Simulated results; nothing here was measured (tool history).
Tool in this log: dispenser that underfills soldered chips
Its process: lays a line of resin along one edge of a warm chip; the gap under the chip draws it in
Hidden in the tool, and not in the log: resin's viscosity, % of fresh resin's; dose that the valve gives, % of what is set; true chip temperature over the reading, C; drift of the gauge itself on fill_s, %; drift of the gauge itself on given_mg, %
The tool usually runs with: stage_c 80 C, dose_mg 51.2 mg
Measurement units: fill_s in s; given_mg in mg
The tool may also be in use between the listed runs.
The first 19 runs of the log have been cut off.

run,hour,stage_c,dose_mg,hours of work since the syringe was changed,hours of work since the valve was cleaned,hours of work since the stage was calibrated,fill_s,given_mg
# hour 135.1: new syringe of resin
20,140.6,94,52.1,4,90,268,30.6,49.95
21,147.3,94,52.1,8,94,273,40.4,49.81
# hour 150.5: new syringe of resin
# hour 154: dispensing valve cleaned and set on the balance
22,154,94,52.1,2,0,276,26,52.15
23,160.6,87,65.5,6,4,281,46.3,65.41
# hour 167.5: new syringe of resin
24,170,84,51.2,2,10,287,40.3,51.23
25,176.2,84,51.2,6,14,291,54.5,50.73
26,181.8,76,53.1,9,18,294,96.5,52.68
# hour 182.9: new syringe of resin
27,191.7,70,61.9,6,24,301,95.9,61.2
28,196.5,77,53.4,9,27,304,87,52.85
# hour 198.2: new syringe of resin
29,203.5,77,53.4,3,32,308,61.1,52.59
30,211.2,78,45.6,8,37,313,83.6,44.74
# hour 213.6: new syringe of resin
# hour 216.5: stage's temperature calibrated
31,220.9,92,51.2,4,42,3,30.8,50.05
32,228.6,92,51.2,9,47,8,43.2,49.94

Branching from run 32: 3 alternative next runs. What would each branch give?
# hour 230.3: new syringe of resin
A,235.4,94,51.2,3,52,12,?,?
# hour 230.3: new syringe of resin
B,235.4,94,52.2,3,52,12,?,?
# hour 230.3: new syringe of resin
C,235.4,70,51.2,3,52,12,?,?

run,fill_s,given_mg
A,28.1,50.15
B,27.7,51.05
C,76.5,49.92
The same runs, with their run-to-run variation unchanged, on a tool lacking any hidden condition would have given:
run,fill_s,given_mg
A,22.3,51.37
B,22,52.29
C,60.8,51.14
